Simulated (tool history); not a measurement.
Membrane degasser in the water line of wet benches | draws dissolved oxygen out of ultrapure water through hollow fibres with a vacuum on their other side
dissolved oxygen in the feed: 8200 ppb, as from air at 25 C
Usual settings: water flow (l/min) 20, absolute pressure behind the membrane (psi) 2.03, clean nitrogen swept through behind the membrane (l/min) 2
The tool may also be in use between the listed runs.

run	day	water flow (l/min)	absolute pressure behind the membrane (psi)	clean nitrogen swept through behind the membrane (l/min)	dissolved oxygen in the water behind the degasser (ppb)	pressure that the water loses in the fibres (psi)
1	0	20	2.03	2	255	9.543
2	9.908	20	2.03	2	253.6	9.532
3	16.521	20	2.03	2	254.2	9.549
4	28.658	20	2.03	4.82	114.8	9.506
5	34.775	20	2.03	2	253.8	9.513
6	46.171	20	2.03	2	253.8	9.538
7	54.283	20	2.03	2	255.1	9.522
8	60.321	20	2.03	2	254.3	9.494
9	68.683	20	2.03	2	256.5	9.58
10	82.188	20	2.03	2	255.1	9.517
11	88.004	32	2.03	2	425.7	15.226
# day 92.804: seals of the vacuum lines changed
12	97.583	20	4.37	2	599.8	9.529
13	104.146	13	4.37	2	403.1	6.167
14	116.808	13	4.37	2	405	6.215
15	125.138	12	2.6	2	209.8	5.701
16	134.688	12	2.6	2	210.4	5.706
17	142.625	25	4.37	4.56	361.6	11.848
18	155.054	19	1.64	1.08	316	9.011
19	162.746	14	1.61	1.08	233.7	6.622
20	170.004	14	1.61	1.08	232.9	6.605
21	176.238	18	2.36	0.82	598.4	8.505
22	184.246	16	4.77	1.48	694.2	7.581
23	191.925	30	4.53	2.27	817	14.202
24	199.042	26	1.29	1.49	241	12.29
25	211.158	26	1.29	1.49	241	12.349
26	223.021	26	1.29	1.49	240	12.205
27	231.275	28	1.32	1.49	270.6	13.169

Some steps in pressure that the water loses in the fibres (psi) between neighbouring runs. How much of each would the tool show without its hidden state too (settings, what came in, random variation), and how much is left for the hidden state, with any gauge scatter that isn't in both results?
The hidden state here: membrane still open, %; true pressure behind the membrane over the reading, kPa; air that leaks in behind the membrane, l/min; drift of the gauge itself on oxygen_ppb, %; drift of the gauge itself on loss_of_pressure_kpa, %.
Run 16 -> 17: water flow (l/min) 12 -> 25, absolute pressure behind the membrane (psi) 2.6 -> 4.37, clean nitrogen swept through behind the membrane (l/min) 2 -> 4.56. pressure that the water loses in the fibres (psi) +6.142: hidden state -0.052, all else +6.195.
Run 22 -> 23: water flow (l/min) 16 -> 30, absolute pressure behind the membrane (psi) 4.77 -> 4.53, clean nitrogen swept through behind the membrane (l/min) 1.48 -> 2.27. pressure that the water loses in the fibres (psi) +6.621: hidden state -0.077, all else +6.698.
